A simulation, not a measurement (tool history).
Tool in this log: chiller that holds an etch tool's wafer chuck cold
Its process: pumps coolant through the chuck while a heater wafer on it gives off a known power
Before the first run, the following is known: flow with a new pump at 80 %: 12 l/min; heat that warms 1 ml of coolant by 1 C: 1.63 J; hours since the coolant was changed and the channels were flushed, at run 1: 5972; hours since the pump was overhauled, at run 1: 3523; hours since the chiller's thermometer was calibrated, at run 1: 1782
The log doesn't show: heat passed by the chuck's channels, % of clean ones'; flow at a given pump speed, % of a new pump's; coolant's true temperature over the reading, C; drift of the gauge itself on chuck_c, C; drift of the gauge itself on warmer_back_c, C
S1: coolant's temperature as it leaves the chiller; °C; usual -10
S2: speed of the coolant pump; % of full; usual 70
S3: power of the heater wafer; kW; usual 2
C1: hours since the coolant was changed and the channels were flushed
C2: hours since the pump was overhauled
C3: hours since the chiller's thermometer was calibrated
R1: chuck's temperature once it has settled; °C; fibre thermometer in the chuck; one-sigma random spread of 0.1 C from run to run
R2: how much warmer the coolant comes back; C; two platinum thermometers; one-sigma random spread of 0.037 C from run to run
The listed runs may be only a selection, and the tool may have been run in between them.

Run 1, day 0: usual settings; C1 5972; C2 3523; C3 1782. Result: R1 11.7 °C, R2 7.41 C.
Run 2, day 2.167: usual settings; C1 6024; C2 3576; C3 1834. Result: R1 11.8 °C, R2 7.36 C.
Run 3, day 4.504: usual settings; C1 6080; C2 3632; C3 1890. Result: R1 11.6 °C, R2 7.39 C.
Run 4, day 9.1: usual settings; C1 6190; C2 3742; C3 2000. Result: R1 11.5 °C, R2 7.43 C.
Run 5, day 12.696: usual settings; C1 6277; C2 3828; C3 2087. Result: R1 11.8 °C, R2 7.37 C.
Run 6, day 15.525: usual settings; C1 6345; C2 3896; C3 2154. Result: R1 12 °C, R2 7.41 C.
Run 7, day 20.525: usual settings but S1 -3 °C; C1 6465; C2 4016; C3 2274. Result: R1 19.2 °C, R2 7.39 C.
At day 22.35: chiller's thermometer calibrated.
Run 8, day 25.188: usual settings but S1 -2 °C; C1 6576; C2 4127; C3 68. Result: R1 20.2 °C, R2 7.4 C.
Run 9, day 28.767: usual settings but S2 72 % of full; C1 6661; C2 4213; C3 154. Result: R1 12 °C, R2 7.22 C.
Run 10, day 31.767: usual settings but S2 72 % of full; C1 6733; C2 4285; C3 226. Result: R1 11.9 °C, R2 7.25 C.
Run 11, day 34.558: usual settings but S2 72 % of full; C1 6800; C2 4352; C3 293. Result: R1 12.1 °C, R2 7.26 C.
Run 12, day 39.55: usual settings but S3 1.213 kW; C1 6920; C2 4472; C3 413. Result: R1 3.5 °C, R2 4.49 C.
Run 13, day 44.262: usual settings but S3 2.124 kW; C1 7033; C2 4585; C3 526. Result: R1 13.8 °C, R2 7.97 C.
Run 14, day 48.058: usual settings but S2 98 % of full; C1 7124; C2 4676; C3 617. Result: R1 8.2 °C, R2 5.28 C.
Run 15, day 51.525: usual settings but S2 98 % of full; C1 7208; C2 4759; C3 700. Result: R1 8 °C, R2 5.36 C.
Run 16, day 54.696: usual settings but S2 98 % of full; C1 7284; C2 4835; C3 776. Result: R1 8.1 °C, R2 5.37 C.
Run 17, day 58.283: usual settings but S2 98 % of full; C1 7370; C2 4921; C3 862. Result: R1 8 °C, R2 5.3 C.
At day 61.004: coolant changed, channels flushed.
Run 18, day 62.875: usual settings but S2 98 % of full; C1 45; C2 5025; C3 967. Result: R1 5.9 °C, R2 5.31 C.
Run 19, day 68.154: usual settings but S2 64 % of full, S3 2.445 kW; C1 172; C2 5152; C3 1093. Result: R1 16 °C, R2 10.07 C.
Run 20, day 73.292: usual settings but S2 67 % of full, S3 2.245 kW; C1 295; C2 5275; C3 1217. Result: R1 13 °C, R2 8.89 C.
Run 21, day 76.521: usual settings but S1 -15 °C; C1 372; C2 5353; C3 1294. Result: R1 5 °C, R2 7.48 C.
Run 22, day 80.858: usual settings but S1 -15 °C, S3 1.233 kW; C1 477; C2 5457; C3 1398. Result: R1 -2.7 °C, R2 4.64 C.
Run 23, day 83.508: usual settings but S1 -15 °C, S3 1.233 kW; C1 540; C2 5521; C3 1462. Result: R1 -2.7 °C, R2 4.61 C.
Run 24, day 86.688: usual settings but S1 -4 °C, S3 2.084 kW; C1 616; C2 5597; C3 1538. Result: R1 17 °C, R2 7.88 C.
Run 25, day 91.975: usual settings but S2 68 % of full, S3 1.266 kW; C1 743; C2 5724; C3 1665. Result: R1 2.6 °C, R2 4.98 C.
Run 26, day 94.617: usual settings but S1 -14 °C, S2 61 % of full, S3 2.1 kW; C1 807; C2 5787; C3 1728. Result: R1 9.3 °C, R2 9.18 C.
Run 27, day 99.042: usual settings but S2 73 % of full; C1 913; C2 5893; C3 1835. Result: R1 9.7 °C, R2 7.3 C.
Run 28, day 103.508: usual settings but S2 67 % of full, S3 2.86 kW; C1 1020; C2 6001; C3 1942. Result: R1 19.8 °C, R2 11.38 C.
Run 29, day 105.9: usual settings but S1 -16 °C, S2 71 % of full, S3 1.885 kW; C1 1078; C2 6058; C3 1999. Result: R1 3 °C, R2 7.01 C.
Run 30, day 109.275: usual settings but S1 -16 °C, S2 71 % of full, S3 1.885 kW; C1 1159; C2 6139; C3 2080. Result: R1 2.9 °C, R2 7.07 C.
Run 31, day 113.725: usual settings but S1 -2 °C, S2 91 % of full, S3 1.553 kW; C1 1265; C2 6246; C3 2187. Result: R1 11.2 °C, R2 4.57 C.

3 options for the next run, each taken on its own from the tool as it stands now. Forecast them:
Run A, day 117.875: usual settings but S1 -9 °C, S2 99 % of full, S3 2.308 kW; C1 1365; C2 6345; C3 2287. Result: R1 ?, R2 ?.
Run B, day 117.875: usual settings but S1 -2 °C, S2 67 % of full, S3 1.292 kW; C1 1365; C2 6345; C3 2287. Result: R1 ?, R2 ?.
Run C, day 117.875: usual settings but S1 -2 °C, S2 81 % of full, S3 1.726 kW; C1 1365; C2 6345; C3 2287. Result: R1 ?, R2 ?.

run    R1    R2
  A   9.7  6.26
  B  11.3  5.24
  C    14  5.72
The same runs, with their run-to-run variation unchanged, on a tool lacking any hidden condition would have given:
run    R1    R2
  A   8.4  5.77
  B  10.4  4.83
  C    13  5.27
